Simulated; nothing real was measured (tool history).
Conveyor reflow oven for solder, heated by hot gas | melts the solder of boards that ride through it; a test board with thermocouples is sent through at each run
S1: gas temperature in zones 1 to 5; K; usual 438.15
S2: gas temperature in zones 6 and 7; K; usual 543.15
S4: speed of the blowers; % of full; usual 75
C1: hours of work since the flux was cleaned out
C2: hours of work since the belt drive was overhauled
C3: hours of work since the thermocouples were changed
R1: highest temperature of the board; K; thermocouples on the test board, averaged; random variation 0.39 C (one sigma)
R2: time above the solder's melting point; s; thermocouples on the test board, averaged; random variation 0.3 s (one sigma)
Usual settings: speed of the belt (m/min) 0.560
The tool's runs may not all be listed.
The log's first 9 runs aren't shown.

run 10 hour=107.8 | S1=436.15 S2=543.15 speed_of_the_belt_(m/min)=0.560 S4=75 | C1=331 C2=473 C3=358 | R1=528.05 R2=54.9
run 11 hour=123.9 | S1=436.15 S2=543.15 speed_of_the_belt_(m/min)=0.560 S4=75 | C1=340 C2=482 C3=367 | R1=527.05 R2=54.7
run 12 hour=137.5 | S1=438.15 S2=543.15 speed_of_the_belt_(m/min)=0.463 S4=75 | C1=348 C2=490 C3=375 | R1=532.85 R2=73.3
run 13 hour=154.7 | S1=438.15 S2=543.15 speed_of_the_belt_(m/min)=0.482 S4=75 | C1=358 C2=501 C3=386 | R1=531.85 R2=68.9
-- hour=165.0 flux residue cleaned out of gas plates and filters
run 14 hour=176.2 | S1=438.15 S2=543.15 speed_of_the_belt_(m/min)=0.482 S4=75 | C1=7 C2=510 C3=395 | R1=529.25 R2=67.2
run 15 hour=193.3 | S1=438.15 S2=543.15 speed_of_the_belt_(m/min)=0.482 S4=75 | C1=17 C2=520 C3=405 | R1=529.55 R2=66.3
run 16 hour=208.4 | S1=438.15 S2=543.15 speed_of_the_belt_(m/min)=0.482 S4=75 | C1=26 C2=529 C3=414 | R1=529.45 R2=66.4
-- hour=222.1 flux residue cleaned out of gas plates and filters, once more
run 17 hour=228.2 | S1=438.15 S2=543.15 speed_of_the_belt_(m/min)=0.499 S4=75 | C1=4 C2=538 C3=423 | R1=532.85 R2=68.4
run 18 hour=241.7 | S1=438.15 S2=543.15 speed_of_the_belt_(m/min)=0.499 S4=75 | C1=12 C2=546 C3=431 | R1=533.55 R2=68.3
run 19 hour=251.1 | S1=438.15 S2=543.15 speed_of_the_belt_(m/min)=0.499 S4=75 | C1=17 C2=552 C3=437 | R1=533.25 R2=68.5
run 20 hour=265.2 | S1=430.15 S2=532.15 speed_of_the_belt_(m/min)=0.499 S4=75 | C1=25 C2=560 C3=445 | R1=522.05 R2=58.0
run 21 hour=279.4 | S1=438.15 S2=558.15 speed_of_the_belt_(m/min)=0.560 S4=66 | C1=34 C2=568 C3=453 | R1=542.05 R2=64.2
run 22 hour=290.7 | S1=438.15 S2=558.15 speed_of_the_belt_(m/min)=0.560 S4=66 | C1=41 C2=575 C3=460 | R1=542.25 R2=63.9
run 23 hour=298.3 | S1=438.15 S2=543.15 speed_of_the_belt_(m/min)=0.560 S4=69 | C1=45 C2=580 C3=465 | R1=528.15 R2=56.8
run 24 hour=313.5 | S1=425.15 S2=536.15 speed_of_the_belt_(m/min)=0.507 S4=74 | C1=54 C2=588 C3=474 | R1=524.35 R2=57.3
run 25 hour=327.3 | S1=427.15 S2=534.15 speed_of_the_belt_(m/min)=0.589 S4=72 | C1=62 C2=597 C3=482 | R1=518.05 R2=43.5
run 26 hour=341.7 | S1=438.15 S2=543.15 speed_of_the_belt_(m/min)=0.560 S4=75 | C1=71 C2=605 C3=490 | R1=529.45 R2=57.8
run 27 hour=356.7 | S1=446.15 S2=557.15 speed_of_the_belt_(m/min)=0.612 S4=86 | C1=80 C2=614 C3=499 | R1=543.35 R2=60.8
run 28 hour=374.2 | S1=446.15 S2=537.15 speed_of_the_belt_(m/min)=0.612 S4=86 | C1=90 C2=624 C3=509 | R1=524.65 R2=51.9
run 29 hour=386.1 | S1=446.15 S2=537.15 speed_of_the_belt_(m/min)=0.612 S4=86 | C1=97 C2=631 C3=516 | R1=524.25 R2=52.0
run 30 hour=403.2 | S1=446.15 S2=538.15 speed_of_the_belt_(m/min)=0.492 S4=86 | C1=107 C2=642 C3=527 | R1=529.75 R2=70.9
run 31 hour=411.5 | S1=429.15 S2=536.15 speed_of_the_belt_(m/min)=0.537 S4=63 | C1=112 C2=646 C3=531 | R1=520.85 R2=51.1

Forecast each of these 4 alternatives for the next run:
run A hour=428.8 | S1=449.15 S2=536.15 speed_of_the_belt_(m/min)=0.537 S4=71 | C1=122 C2=657 C3=542 | R1=? R2=?
run B hour=428.8 | S1=450.15 S2=532.15 speed_of_the_belt_(m/min)=0.647 S4=63 | C1=122 C2=657 C3=542 | R1=? R2=?
run C hour=428.8 | S1=438.15 S2=542.15 speed_of_the_belt_(m/min)=0.560 S4=75 | C1=122 C2=657 C3=542 | R1=? R2=?
run D hour=428.8 | S1=436.15 S2=536.15 speed_of_the_belt_(m/min)=0.537 S4=63 | C1=122 C2=657 C3=542 | R1=? R2=?

run=A R1=524.45 R2=61.1
run=B R1=514.65 R2=41.7
run=C R1=527.85 R2=56.5
run=D R1=521.05 R2=53.5
Without the tool's hidden state the same runs would have given:
run=A R1=526.05 R2=61.9
run=B R1=516.35 R2=43.0
run=C R1=529.65 R2=57.4
run=D R1=522.75 R2=54.6
